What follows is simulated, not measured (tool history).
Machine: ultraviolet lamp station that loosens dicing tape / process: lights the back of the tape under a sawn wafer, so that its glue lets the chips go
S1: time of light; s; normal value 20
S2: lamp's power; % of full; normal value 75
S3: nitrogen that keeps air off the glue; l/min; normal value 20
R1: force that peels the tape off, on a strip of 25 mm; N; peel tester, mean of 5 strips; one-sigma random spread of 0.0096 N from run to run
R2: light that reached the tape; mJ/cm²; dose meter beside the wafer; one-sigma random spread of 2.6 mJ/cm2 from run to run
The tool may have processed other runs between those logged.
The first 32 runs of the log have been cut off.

run 33 hour=289.0 | S1=20 S2=72 S3=14 | R1=0.600 R2=300
run 34 hour=295.0 | S1=17 S2=95 S3=28 | R1=0.404 R2=334
run 35 hour=304.2 | S1=39 S2=73 S3=10 | R1=0.252 R2=591
run 36 hour=313.7 | S1=11 S2=74 S3=10 | R1=1.765 R2=165
run 37 hour=322.8 | S1=11 S2=99 S3=18 | R1=0.942 R2=224
run 38 hour=330.2 | S1=32 S2=94 S3=35 | R1=0.243 R2=612
run 39 hour=335.0 | S1=16 S2=94 S3=35 | R1=0.432 R2=304
run 40 hour=344.1 | S1=16 S2=94 S3=35 | R1=0.459 R2=308
run 41 hour=349.7 | S1=16 S2=94 S3=35 | R1=0.452 R2=306
run 42 hour=355.8 | S1=16 S2=94 S3=35 | R1=0.437 R2=307
run 43 hour=365.3 | S1=16 S2=94 S3=35 | R1=0.439 R2=307

Below are 3 alternative next runs, each starting from the tool's condition after run 43. Predict each:
run A hour=376.6 | S1=18 S2=97 S3=23 | R1=? R2=?
run B hour=376.6 | S1=20 S2=76 S3=20 | R1=? R2=?
run C hour=376.6 | S1=20 S2=75 S3=11 | R1=? R2=?

run=A R1=0.375 R2=355
run=B R1=0.503 R2=312
run=C R1=0.686 R2=303
With the hidden condition removed and each run's random variation left untouched, the same runs would have given:
run=A R1=0.308 R2=406
run=B R1=0.396 R2=357
run=C R1=0.536 R2=347
